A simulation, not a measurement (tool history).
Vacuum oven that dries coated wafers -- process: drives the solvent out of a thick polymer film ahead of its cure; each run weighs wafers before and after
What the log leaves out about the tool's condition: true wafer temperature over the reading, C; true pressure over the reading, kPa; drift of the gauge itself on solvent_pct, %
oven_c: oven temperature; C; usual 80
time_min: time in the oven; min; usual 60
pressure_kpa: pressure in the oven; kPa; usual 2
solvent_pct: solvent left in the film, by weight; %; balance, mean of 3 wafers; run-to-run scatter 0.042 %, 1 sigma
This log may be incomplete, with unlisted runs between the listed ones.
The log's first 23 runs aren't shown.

| run | hour | oven_c | time_min | pressure_kpa | hours of work since the thermocouples were calibrated | hours of work since the vacuum gauge was cleaned of residue | solvent_pct |
|---|---|---|---|---|---|---|---|
| 24 | 865.8 | 77 | 47 | 5.88 | 1453 | 1232 | 9.16 |
| 25 | 911.5 | 82 | 60 | 2 | 1478 | 1257 | 3.39 |
| 26 | 949.8 | 82 | 60 | 3.68 | 1499 | 1278 | 4.61 |
| 27 | 974.3 | 80 | 60 | 7.8 | 1513 | 1292 | 8.26 |
| 28 | 1024.8 | 80 | 60 | 7.8 | 1541 | 1320 | 8.22 |
| 29 | 1061.8 | 69 | 30 | 6.28 | 1561 | 1340 | 14.85 |
| 30 | 1098.4 | 69 | 30 | 6.28 | 1582 | 1361 | 14.8 |
|  | 1105.9 | oven's thermocouples calibrated |
| 31 | 1129.4 | 66 | 43 | 4.78 | 13 | 1377 | 15.15 |
| 32 | 1172.2 | 81 | 85 | 2 | 37 | 1400 | 3.44 |
| 33 | 1201.9 | 81 | 85 | 2 | 53 | 1417 | 3.5 |
| 34 | 1228.5 | 91 | 47 | 3.42 | 68 | 1432 | 3.49 |

What if the next run were any one of these 3? Each begins from the tool's condition after run 34:
| A | 1272.1 | 74 | 48 | 2 | 92 | 1456 | ? |
| B | 1272.1 | 94 | 47 | 2.95 | 92 | 1456 | ? |
| C | 1272.1 | 76 | 60 | 2 | 92 | 1456 | ? |

| run | solvent_pct |
|---|---|
| A | 8.92 |
| B | 2.6 |
| C | 6.61 |
With the hidden condition removed and each run's random variation left untouched, the same runs would have given:
| run | solvent_pct |
|---|---|
| A | 8.49 |
| B | 2.32 |
| C | 6.16 |
